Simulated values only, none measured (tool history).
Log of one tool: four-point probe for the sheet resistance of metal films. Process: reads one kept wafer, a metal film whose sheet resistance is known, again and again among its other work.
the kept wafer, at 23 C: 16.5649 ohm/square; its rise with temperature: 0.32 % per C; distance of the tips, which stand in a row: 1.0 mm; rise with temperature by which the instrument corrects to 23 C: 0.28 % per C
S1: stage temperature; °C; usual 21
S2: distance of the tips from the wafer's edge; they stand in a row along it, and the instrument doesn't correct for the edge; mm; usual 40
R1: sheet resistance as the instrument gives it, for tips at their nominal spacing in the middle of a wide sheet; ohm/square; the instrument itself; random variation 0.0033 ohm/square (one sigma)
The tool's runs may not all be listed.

| run | day | S1 | S2 | R1 |
|---|---|---|---|---|
| 1 | 0 | 21 | 40 | 16.62173 |
| 2 | 1.904 | 21 | 40 | 16.624093 |
| 3 | 4.367 | 21 | 7 | 16.811164 |
| 4 | 6.546 | 21 | 40 | 16.633598 |
| 5 | 8.579 | 21 | 40 | 16.641989 |
| 6 | 11.246 | 21 | 40 | 16.639717 |
| 7 | 14.921 | 21 | 40 | 16.650446 |
| 8 | 18.029 | 21 | 40 | 16.652515 |
| 9 | 20.783 | 21 | 40 | 16.664547 |
| 10 | 24.45 | 21 | 40 | 16.666609 |
| 11 | 28.412 | 21 | 40 | 16.68262 |
| 12 | 32.229 | 21 | 72 | 16.68262 |
| 13 | 35.75 | 21 | 72 | 16.688213 |
| 14 | 38.446 | 34 | 40 | 16.770466 |
| 15 | 41.471 | 23 | 40 | 16.720159 |
| 16 | 44.383 | 24 | 31 | 16.728744 |
| 17 | 48.025 | 21 | 40 | 16.717075 |
|  | 49.396 | new probe head fitted |
| 18 | 50.85 | 26 | 4 | 17.090879 |
| 19 | 52.767 | 35 | 12 | 16.662466 |
|  | 53.371 | stage's thermometer calibrated |
| 20 | 54.608 | 20 | 33 | 16.498609 |
| 21 | 58.483 | 20 | 33 | 16.512011 |
| 22 | 60.892 | 35 | 66 | 16.583334 |
| 23 | 64.262 | 27 | 28 | 16.562359 |
| 24 | 67.604 | 27 | 28 | 16.567319 |
| 25 | 70.446 | 27 | 28 | 16.572637 |
| 26 | 73.504 | 31 | 14 | 16.630446 |
| 27 | 77.596 | 20 | 16 | 16.573009 |
| 28 | 80.388 | 21 | 7 | 16.731144 |
| 29 | 83.488 | 21 | 7 | 16.729873 |

5 ways to go on from here, each from the tool as it stands after run 29. What would each give?
| A | 86.467 | 33 | 6 | ? |
| B | 86.467 | 21 | 11 | ? |
| C | 86.467 | 29 | 20 | ? |
| D | 86.467 | 27 | 40 | ? |
| E | 86.467 | 27 | 52 | ? |

| run | R1 |
|---|---|
| A | 16.864339 |
| B | 16.63643 |
| C | 16.620722 |
| D | 16.597717 |
| E | 16.601474 |
Without the tool's hidden state the same runs would have given:
| run | R1 |
|---|---|
| A | 16.857596 |
| B | 16.629447 |
| C | 16.61397 |
| D | 16.590919 |
| E | 16.594675 |
